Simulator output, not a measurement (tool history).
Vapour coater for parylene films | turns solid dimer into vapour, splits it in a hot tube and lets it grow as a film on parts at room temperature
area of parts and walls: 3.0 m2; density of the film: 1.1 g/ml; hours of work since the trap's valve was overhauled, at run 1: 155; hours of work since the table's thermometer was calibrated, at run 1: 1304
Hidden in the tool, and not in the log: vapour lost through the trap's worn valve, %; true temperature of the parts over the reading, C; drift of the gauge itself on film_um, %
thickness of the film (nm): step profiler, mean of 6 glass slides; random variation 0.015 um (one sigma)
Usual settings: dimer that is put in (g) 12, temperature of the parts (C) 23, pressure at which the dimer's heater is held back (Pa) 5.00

| run | day | dimer that is put in (g) | temperature of the parts (C) | pressure at which the dimer's heater is held back (Pa) | hours of work since the trap's valve was overhauled | hours of work since the table's thermometer was calibrated | thickness of the film (nm) |
|---|---|---|---|---|---|---|---|
| 1 | 0.000 | 12 | 23 | 5.00 | 155 | 1304 | 2070 |
| 2 | 2.067 | 12 | 23 | 2.07 | 187 | 1335 | 2460 |
| 3 | 4.171 | 12 | 23 | 5.00 | 219 | 1368 | 2080 |
| 4 | 5.362 | 12 | 25 | 5.00 | 237 | 1386 | 2000 |
| 5 | 6.288 | 20 | 23 | 5.00 | 252 | 1401 | 3440 |
| 6 | 7.567 | 20 | 23 | 5.00 | 272 | 1420 | 3430 |
| 7 | 8.883 | 20 | 23 | 5.00 | 292 | 1441 | 3400 |
| 8 | 9.796 | 7 | 34 | 5.00 | 306 | 1455 | 990 |
| 9 | 11.212 | 7 | 34 | 5.00 | 328 | 1477 | 970 |
| 10 | 12.862 | 7 | 34 | 5.00 | 353 | 1502 | 980 |
| 11 | 14.300 | 8 | 27 | 5.00 | 376 | 1524 | 1260 |

5 ways to go on from here, each from the tool as it stands after run 11. What would each give?
| A | 15.179 | 7 | 27 | 5.00 | 389 | 1538 | ? |
| B | 15.179 | 10 | 23 | 2.26 | 389 | 1538 | ? |
| C | 15.179 | 6 | 32 | 2.94 | 389 | 1538 | ? |
| D | 15.179 | 22 | 21 | 2.53 | 389 | 1538 | ? |
| E | 15.179 | 5 | 26 | 2.99 | 389 | 1538 | ? |

| run | thickness of the film (nm) |
|---|---|
| A | 1090 |
| B | 1990 |
| C | 960 |
| D | 4450 |
| E | 880 |
Without the tool's hidden state the same runs would have given:
| run | thickness of the film (nm) |
|---|---|
| A | 1130 |
| B | 2040 |
| C | 990 |
| D | 4580 |
| E | 910 |
